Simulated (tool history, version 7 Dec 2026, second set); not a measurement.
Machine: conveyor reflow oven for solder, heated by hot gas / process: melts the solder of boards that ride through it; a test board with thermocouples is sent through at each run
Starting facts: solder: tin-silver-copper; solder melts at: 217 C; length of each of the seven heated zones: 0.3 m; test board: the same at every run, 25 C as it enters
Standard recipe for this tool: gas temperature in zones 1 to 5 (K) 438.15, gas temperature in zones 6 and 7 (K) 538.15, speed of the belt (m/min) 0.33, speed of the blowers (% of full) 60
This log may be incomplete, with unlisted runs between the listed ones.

run     day  gas temperature in zones 1 to 5 (K)  gas temperature in zones 6 and 7 (K)  speed of the belt (m/min)  speed of the blowers (% of full)  highest temperature of the board (K)  time above the solder's melting point (s)
  1       0                               438.15                                538.15                       0.33                                60                                518.35                                       68.4
  2   1.546                               438.15                                538.15                       0.33                                60                                517.85                                       68.3
  3   2.396                               448.15                                538.15                       0.33                                60                                519.95                                       75.8
  4   3.375                               448.15                                538.15                       0.33                                60                                519.85                                       75.6
  5   5.246                               438.15                                538.15                       0.33                                60                                517.65                                       67.1
      6.492  -- flux residue cleaned out of gas plates and filters
  6   7.108                               438.15                                538.15                       0.33                                60                                519.35                                       69.6
  7   8.162                               443.15                                538.15                       0.33                                60                                519.75                                       73.3
  8   9.454                               438.15                                538.15                      0.365                                60                                515.55                                       56.6
  9  10.321                               438.15                                538.15                      0.365                                60                                515.45                                       56.9
 10   11.25                               450.15                                538.15                       0.33                                60                                520.85                                       78.3
 11  12.604                               443.15                                542.15                       0.33                                60                                523.05                                       75.7
 12    13.9                               435.15                                527.15                       0.33                                60                                508.05                                       53.2
     14.242  -- belt drive overhauled, speed set with a stopwatch
 13  15.838                               449.15                                547.15                      0.345                                78                                531.15                                       85.9
 14  17.038                               428.15                                552.15                      0.345                                78                                531.95                                       76.7
 15  18.771                               428.15                                552.15                      0.345                                78                                531.65                                       76.8
 16  20.362                               428.15                                552.15                      0.345                                78                                531.65                                       75.9
 17   21.25                               428.15                                552.15                      0.345                                78                                531.45                                       76.5
     22.354  -- belt drive overhauled, speed set with a stopwatch, once more
     23.154  -- flux residue cleaned out of gas plates and filters
 18  23.154                               428.15                                552.15                      0.345                                78                                533.15                                       76.9
 19  24.362                               438.15                                538.15                       0.29                                54                                520.75                                       83.4
 20  25.921                               438.15                                537.15                       0.33                                86                                524.35                                       77.1

Consider 3 possible next runs. They are alternatives, not a sequence: every one starts from the tool as it was left by run 20. What does each give?
  A  27.292                               438.15                                537.15                      0.291                                56                                     ?                                          ?
  B  27.292                               438.15                                533.15                      0.338                                59                                     ?                                          ?
  C  27.292                               425.15                                539.15                      0.312                                86                                     ?                                          ?

run  highest temperature of the board (K)  time above the solder's melting point (s)
  A                                520.95                                       81.8
  B                                513.25                                       59.4
  C                                525.75                                       79.2
With the hidden condition removed and each run's random variation left untouched, the same runs would have given:
run  highest temperature of the board (K)  time above the solder's melting point (s)
  A                                522.25                                       83.4
  B                                514.55                                       61.3
  C                                527.25                                       80.7

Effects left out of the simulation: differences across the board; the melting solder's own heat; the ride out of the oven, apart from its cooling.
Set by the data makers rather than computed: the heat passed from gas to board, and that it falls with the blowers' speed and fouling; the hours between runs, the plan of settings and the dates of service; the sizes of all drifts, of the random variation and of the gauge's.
